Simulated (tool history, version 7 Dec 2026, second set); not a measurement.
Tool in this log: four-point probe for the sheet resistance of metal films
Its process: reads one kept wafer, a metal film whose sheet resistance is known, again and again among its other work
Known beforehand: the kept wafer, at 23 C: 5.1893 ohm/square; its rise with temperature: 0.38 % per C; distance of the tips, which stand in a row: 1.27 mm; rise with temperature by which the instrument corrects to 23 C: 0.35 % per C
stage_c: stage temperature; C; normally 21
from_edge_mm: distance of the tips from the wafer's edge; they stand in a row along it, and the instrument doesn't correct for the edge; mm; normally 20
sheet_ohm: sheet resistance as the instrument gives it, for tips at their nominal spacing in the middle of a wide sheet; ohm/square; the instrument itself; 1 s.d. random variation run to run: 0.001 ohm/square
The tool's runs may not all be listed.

run	hour	stage_c	from_edge_mm	sheet_ohm
1	0	21	20	5.197868
2	26.1	21	20	5.197098
3	60.3	31	20	5.211897
4	89.5	31	20	5.213863
5	133.1	21	20	5.200551
6	170.2	20	20	5.199487
7	203.2	23	20	5.204624
8	225.6	23	20	5.203
9	249.8	21	20	5.19901
10	267.9	19	20	5.196722
11	304.4	19	20	5.198209
12	325.7	19	20	5.197437
13	353.3	19	20	5.200084
14	395.6	21	20	5.203094
15	413.8	22	6	5.314085
16	454.2	34	19	5.223757
17	488.7	33	12	5.239418
18	529.9	29	5	5.376873
19	567.1	29	5	5.380765
20	591	20	15	5.212318
21	613.1	20	15	5.211981
22	643.4	34	13	5.239133
23	676.7	21	5	5.369078
24	708.6	34	6	5.336183
25	736.9	34	6	5.336676
26	762.3	23	3	5.653036

Run 27, settings as shown, results not yet in. Your forecast:
27	793.8	25	20	?

Logged for run 27: sheet_ohm 5.212632 ohm/square.
Minus the tool's unlogged condition, the same run would have read sheet_ohm 5.203242 ohm/square.
